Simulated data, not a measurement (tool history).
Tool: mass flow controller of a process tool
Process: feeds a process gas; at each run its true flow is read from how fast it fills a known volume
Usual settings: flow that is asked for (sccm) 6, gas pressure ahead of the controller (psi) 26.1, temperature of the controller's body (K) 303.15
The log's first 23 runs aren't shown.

run,hour,flow that is asked for (sccm),gas pressure ahead of the controller (psi),temperature of the controller's body (K),true flow (%)
24,4615.9,13,33.4,307.15,102.02
25,4868.3,13,33.4,307.15,102.15
26,5073.8,20,22.5,303.15,102.4
27,5346.4,5,21.3,303.15,103.57
28,5464.2,5,21.3,297.15,103.96
29,5659.7,6,22.8,297.15,103.58
30,5904.7,16,26.1,295.15,102.77
31,6019.8,3,21.6,295.15,105.83
32,6223.9,6,37.4,298.15,103.76
33,6415.9,7,37.4,299.15,103.5
34,6648.2,7,37.4,299.15,103.44

Forecast each of these 3 alternatives for the next run:
A,6784.9,8,28.3,310.15,?
B,6784.9,9,26,310.15,?
C,6784.9,7,37.4,296.15,?

run,true flow (%)
A,103.32
B,103.05
C,103.64
Without the tool's hidden state the same runs would have given:
run,true flow (%)
A,99.45
B,99.37
C,99.52
